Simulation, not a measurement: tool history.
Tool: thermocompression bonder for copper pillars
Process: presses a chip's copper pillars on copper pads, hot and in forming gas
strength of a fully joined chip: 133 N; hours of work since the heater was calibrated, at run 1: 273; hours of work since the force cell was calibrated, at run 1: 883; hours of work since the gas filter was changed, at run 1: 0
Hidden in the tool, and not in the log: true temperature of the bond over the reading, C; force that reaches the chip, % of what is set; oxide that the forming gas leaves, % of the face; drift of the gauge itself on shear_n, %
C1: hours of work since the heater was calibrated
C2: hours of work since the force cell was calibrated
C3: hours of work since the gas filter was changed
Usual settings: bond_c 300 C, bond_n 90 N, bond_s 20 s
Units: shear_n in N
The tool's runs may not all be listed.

Run 1, hour 0: usual settings; C1 273; C2 883; C3 0. Result: shear_n 73.6 N.
Run 2, hour 5.7: usual settings but bond_s 13 s; C1 276; C2 886; C3 3. Result: shear_n 65.9 N.
Run 3, hour 12.5: usual settings but bond_s 13 s; C1 280; C2 890; C3 7. Result: shear_n 64.7 N.
Run 4, hour 20.6: usual settings but bond_s 13 s; C1 284; C2 894; C3 11. Result: shear_n 65.6 N.
Run 5, hour 28.3: usual settings but bond_s 13 s; C1 289; C2 898; C3 16. Result: shear_n 65.4 N.
Run 6, hour 36.6: usual settings but bond_n 104 N; C1 293; C2 903; C3 20. Result: shear_n 85 N.
Run 7, hour 44.9: usual settings but bond_n 104 N, bond_s 44 s; C1 298; C2 907; C3 25. Result: shear_n 104.3 N.
Run 8, hour 55.4: usual settings but bond_n 82 N; C1 304; C2 913; C3 31. Result: shear_n 71.3 N.
Run 9, hour 66.8: usual settings; C1 310; C2 919; C3 37. Result: shear_n 74.3 N.
Run 10, hour 73.4: usual settings but bond_n 63 N; C1 314; C2 923; C3 41. Result: shear_n 54.1 N.
Run 11, hour 84.8: usual settings; C1 320; C2 929; C3 47. Result: shear_n 76.2 N.
Run 12, hour 95.8: usual settings; C1 326; C2 936; C3 53. Result: shear_n 75.8 N.
Run 13, hour 103: usual settings; C1 330; C2 940; C3 57. Result: shear_n 74.3 N.
Run 14, hour 111.3: usual settings; C1 335; C2 944; C3 61. Result: shear_n 76.1 N.
Run 15, hour 124.4: usual settings but bond_s 22 s; C1 342; C2 951; C3 69. Result: shear_n 76.7 N.
Run 16, hour 136.4: usual settings but bond_s 22 s; C1 348; C2 958; C3 75. Result: shear_n 77.9 N.
Run 17, hour 142.5: usual settings but bond_s 22 s; C1 352; C2 961; C3 79. Result: shear_n 76.6 N.
Run 18, hour 147.8: usual settings but bond_s 22 s; C1 355; C2 964; C3 82. Result: shear_n 78.2 N.
Run 19, hour 159.5: usual settings but bond_s 22 s; C1 361; C2 971; C3 88. Result: shear_n 79.4 N.
Run 20, hour 166.3: usual settings but bond_c 328 C; C1 365; C2 974; C3 92. Result: shear_n 91.6 N.
Run 21, hour 176.2: usual settings but bond_c 328 C, bond_n 65 N, bond_s 33 s; C1 370; C2 980; C3 97. Result: shear_n 82.7 N.
Run 22, hour 185: usual settings but bond_c 328 C, bond_n 58 N; C1 375; C2 985; C3 102. Result: shear_n 65 N.
Run 23, hour 194.4: usual settings but bond_c 273 C, bond_n 57 N, bond_s 11 s; C1 380; C2 990; C3 107. Result: shear_n 29 N.
Run 24, hour 205: usual settings but bond_c 316 C, bond_n 99 N, bond_s 21 s; C1 386; C2 996; C3 113. Result: shear_n 94.4 N.
Run 25, hour 210.7: usual settings but bond_c 316 C, bond_n 99 N, bond_s 21 s; C1 389; C2 999; C3 116. Result: shear_n 93.3 N.
Run 26, hour 217.3: usual settings but bond_c 324 C, bond_n 70 N, bond_s 31 s; C1 393; C2 1003; C3 120. Result: shear_n 84.7 N.
Run 27, hour 227.8: usual settings but bond_c 276 C, bond_n 117 N, bond_s 49 s; C1 399; C2 1008; C3 126. Result: shear_n 98.1 N.
Run 28, hour 238.8: usual settings but bond_c 276 C, bond_n 117 N, bond_s 49 s; C1 405; C2 1015; C3 132. Result: shear_n 98.7 N.
Run 29, hour 249.9: usual settings but bond_c 320 C, bond_n 106 N; C1 411; C2 1021; C3 138. Result: shear_n 97.8 N.
Run 30, hour 259.9: usual settings but bond_c 320 C, bond_n 106 N; C1 417; C2 1026; C3 144. Result: shear_n 98.7 N.
Run 31, hour 267.2: usual settings but bond_c 320 C, bond_n 106 N; C1 421; C2 1030; C3 148. Result: shear_n 98.3 N.
Run 32, hour 276.1: usual settings but bond_c 286 C, bond_n 75 N, bond_s 28 s; C1 426; C2 1035; C3 152. Result: shear_n 64.7 N.
Run 33, hour 288.6: usual settings but bond_n 127 N; C1 432; C2 1042; C3 159. Result: shear_n 96.9 N.
Run 34, hour 297.4: usual settings but bond_c 315 C, bond_n 85 N, bond_s 30 s; C1 437; C2 1047; C3 164. Result: shear_n 89.6 N.
Run 35, hour 305: usual settings but bond_c 277 C, bond_n 88 N, bond_s 31 s; C1 442; C2 1051; C3 168. Result: shear_n 71.1 N.
Run 36, hour 312: usual settings but bond_c 292 C, bond_n 82 N, bond_s 52 s; C1 445; C2 1055; C3 172. Result: shear_n 87 N.
Run 37, hour 318.7: usual settings but bond_c 281 C, bond_n 99 N, bond_s 10 s; C1 449; C2 1059; C3 176. Result: shear_n 54.2 N.
Run 38, hour 327.9: usual settings but bond_c 311 C, bond_n 88 N, bond_s 25 s; C1 454; C2 1064; C3 181. Result: shear_n 85.9 N.

3 ways to go on from here, each from the tool as it stands after run 38. What would each give?
Run A, hour 335.9: usual settings but bond_c 321 C, bond_n 62 N, bond_s 14 s; C1 459; C2 1068; C3 186. Result: shear_n ?.
Run B, hour 335.9: usual settings but bond_c 317 C, bond_n 62 N; C1 459; C2 1068; C3 186. Result: shear_n ?.
Run C, hour 335.9: usual settings but bond_c 295 C, bond_n 60 N, bond_s 14 s; C1 459; C2 1068; C3 186. Result: shear_n ?.

run  shear_n
  A       56
  B     63.6
  C     42.6
Without the tool's hidden state the same runs would have given:
run  shear_n
  A     55.9
  B     63.5
  C     42.6
